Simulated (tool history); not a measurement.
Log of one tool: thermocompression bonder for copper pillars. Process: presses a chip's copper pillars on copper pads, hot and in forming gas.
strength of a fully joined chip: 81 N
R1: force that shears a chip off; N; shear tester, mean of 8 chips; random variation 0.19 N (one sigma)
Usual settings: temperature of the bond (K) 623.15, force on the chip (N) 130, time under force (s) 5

run 1 hour=0 | temperature_of_the_bond_(K)=623.15 force_on_the_chip_(N)=130 time_under_force_(s)=5 | R1=37.6
run 2 hour=16.7 | temperature_of_the_bond_(K)=623.15 force_on_the_chip_(N)=130 time_under_force_(s)=5 | R1=37.6
-- hour=22.8 forming gas filter changed
run 3 hour=27.9 | temperature_of_the_bond_(K)=623.15 force_on_the_chip_(N)=182 time_under_force_(s)=5 | R1=48.8
run 4 hour=48 | temperature_of_the_bond_(K)=623.15 force_on_the_chip_(N)=182 time_under_force_(s)=5 | R1=49
run 5 hour=59 | temperature_of_the_bond_(K)=623.15 force_on_the_chip_(N)=182 time_under_force_(s)=5 | R1=48.7
run 6 hour=69.5 | temperature_of_the_bond_(K)=623.15 force_on_the_chip_(N)=130 time_under_force_(s)=5 | R1=37.4
run 7 hour=80 | temperature_of_the_bond_(K)=623.15 force_on_the_chip_(N)=130 time_under_force_(s)=5 | R1=37.9
run 8 hour=95.8 | temperature_of_the_bond_(K)=623.15 force_on_the_chip_(N)=130 time_under_force_(s)=5 | R1=37.6
run 9 hour=109.4 | temperature_of_the_bond_(K)=623.15 force_on_the_chip_(N)=130 time_under_force_(s)=5 | R1=37.9
run 10 hour=119.5 | temperature_of_the_bond_(K)=623.15 force_on_the_chip_(N)=130 time_under_force_(s)=5 | R1=37.9
run 11 hour=137.2 | temperature_of_the_bond_(K)=623.15 force_on_the_chip_(N)=130 time_under_force_(s)=5 | R1=37.8
run 12 hour=154.4 | temperature_of_the_bond_(K)=623.15 force_on_the_chip_(N)=130 time_under_force_(s)=4 | R1=35.1
run 13 hour=165 | temperature_of_the_bond_(K)=623.15 force_on_the_chip_(N)=130 time_under_force_(s)=5 | R1=37.9
run 14 hour=183.2 | temperature_of_the_bond_(K)=623.15 force_on_the_chip_(N)=130 time_under_force_(s)=5 | R1=38.1
run 15 hour=202.8 | temperature_of_the_bond_(K)=623.15 force_on_the_chip_(N)=130 time_under_force_(s)=4 | R1=35.2
run 16 hour=220.6 | temperature_of_the_bond_(K)=623.15 force_on_the_chip_(N)=130 time_under_force_(s)=8 | R1=45.1
run 17 hour=239.3 | temperature_of_the_bond_(K)=623.15 force_on_the_chip_(N)=130 time_under_force_(s)=8 | R1=45.5
-- hour=245.2 gauge calibrated
run 18 hour=250.7 | temperature_of_the_bond_(K)=623.15 force_on_the_chip_(N)=130 time_under_force_(s)=8 | R1=44.1
run 19 hour=266.2 | temperature_of_the_bond_(K)=623.15 force_on_the_chip_(N)=130 time_under_force_(s)=4 | R1=34.6
run 20 hour=278.4 | temperature_of_the_bond_(K)=623.15 force_on_the_chip_(N)=130 time_under_force_(s)=5 | R1=37.6
run 21 hour=292 | temperature_of_the_bond_(K)=623.15 force_on_the_chip_(N)=130 time_under_force_(s)=5 | R1=37.5
run 22 hour=310.2 | temperature_of_the_bond_(K)=623.15 force_on_the_chip_(N)=130 time_under_force_(s)=5 | R1=37.7
run 23 hour=322.4 | temperature_of_the_bond_(K)=623.15 force_on_the_chip_(N)=130 time_under_force_(s)=5 | R1=37.6
-- hour=330.6 forming gas filter changed
run 24 hour=331.3 | temperature_of_the_bond_(K)=623.15 force_on_the_chip_(N)=130 time_under_force_(s)=5 | R1=37.8
run 25 hour=339.6 | temperature_of_the_bond_(K)=630.15 force_on_the_chip_(N)=109 time_under_force_(s)=5 | R1=34.7
run 26 hour=353.7 | temperature_of_the_bond_(K)=623.15 force_on_the_chip_(N)=130 time_under_force_(s)=3 | R1=31.3
run 27 hour=364 | temperature_of_the_bond_(K)=648.15 force_on_the_chip_(N)=134 time_under_force_(s)=5 | R1=50.1
run 28 hour=382.7 | temperature_of_the_bond_(K)=617.15 force_on_the_chip_(N)=148 time_under_force_(s)=5 | R1=39.7
run 29 hour=399.3 | temperature_of_the_bond_(K)=608.15 force_on_the_chip_(N)=130 time_under_force_(s)=5 | R1=31.8
run 30 hour=418.6 | temperature_of_the_bond_(K)=621.15 force_on_the_chip_(N)=130 time_under_force_(s)=5 | R1=37.5
run 31 hour=438.6 | temperature_of_the_bond_(K)=644.15 force_on_the_chip_(N)=130 time_under_force_(s)=5 | R1=47.2
run 32 hour=457.6 | temperature_of_the_bond_(K)=644.15 force_on_the_chip_(N)=130 time_under_force_(s)=5 | R1=47.8
run 33 hour=466.9 | temperature_of_the_bond_(K)=644.15 force_on_the_chip_(N)=133 time_under_force_(s)=14 | R1=63.2
run 34 hour=475.5 | temperature_of_the_bond_(K)=623.15 force_on_the_chip_(N)=130 time_under_force_(s)=8 | R1=45.2
run 35 hour=484.1 | temperature_of_the_bond_(K)=623.15 force_on_the_chip_(N)=130 time_under_force_(s)=8 | R1=45.3
run 36 hour=493 | temperature_of_the_bond_(K)=606.15 force_on_the_chip_(N)=176 time_under_force_(s)=8 | R1=47.8
run 37 hour=506.2 | temperature_of_the_bond_(K)=633.15 force_on_the_chip_(N)=125 time_under_force_(s)=4 | R1=38.3
run 38 hour=522.5 | temperature_of_the_bond_(K)=645.15 force_on_the_chip_(N)=85 time_under_force_(s)=4 | R1=31.3
run 39 hour=531.4 | temperature_of_the_bond_(K)=626.15 force_on_the_chip_(N)=122 time_under_force_(s)=10 | R1=47.8
run 40 hour=548.2 | temperature_of_the_bond_(K)=609.15 force_on_the_chip_(N)=96 time_under_force_(s)=5 | R1=24.2
run 41 hour=567.2 | temperature_of_the_bond_(K)=609.15 force_on_the_chip_(N)=96 time_under_force_(s)=5 | R1=24.5

Measured less the same run without the tool's hidden state. The same run-to-run variation is in both; the gauge's scatter may not be:
The hidden state here: true temperature of the bond over the reading, C; force that reaches the chip, % of what is set; oxide that the forming gas leaves, % of the face; drift of the gauge itself on shear_n, %.
run=1 R1=-0.1
run=2 R1=+0.1
run=3 R1=+0.2
run=4 R1=+0.3
run=5 R1=+0.3
run=6 R1=+0.4
run=7 R1=+0.4
run=8 R1=+0.4
run=9 R1=+0.5
run=10 R1=+0.5
run=11 R1=+0.5
run=12 R1=+0.7
run=13 R1=+0.7
run=14 R1=+0.8
run=15 R1=+0.8
run=16 R1=+1
run=17 R1=+1.1
run=18 R1=+0
run=19 R1=+0
run=20 R1=+0.1
run=21 R1=+0.2
run=22 R1=+0.2
run=23 R1=+0.4
run=24 R1=+0.4
run=25 R1=+0.4
run=26 R1=+0.4
run=27 R1=+0.7
run=28 R1=+0.6
run=29 R1=+0.5
run=30 R1=+0.8
run=31 R1=+1
run=32 R1=+1.2
run=33 R1=+1.5
run=34 R1=+1.2
run=35 R1=+1.2
run=36 R1=+1.3
run=37 R1=+1.1
run=38 R1=+1
run=39 R1=+1.5
run=40 R1=+0.8
run=41 R1=+0.8
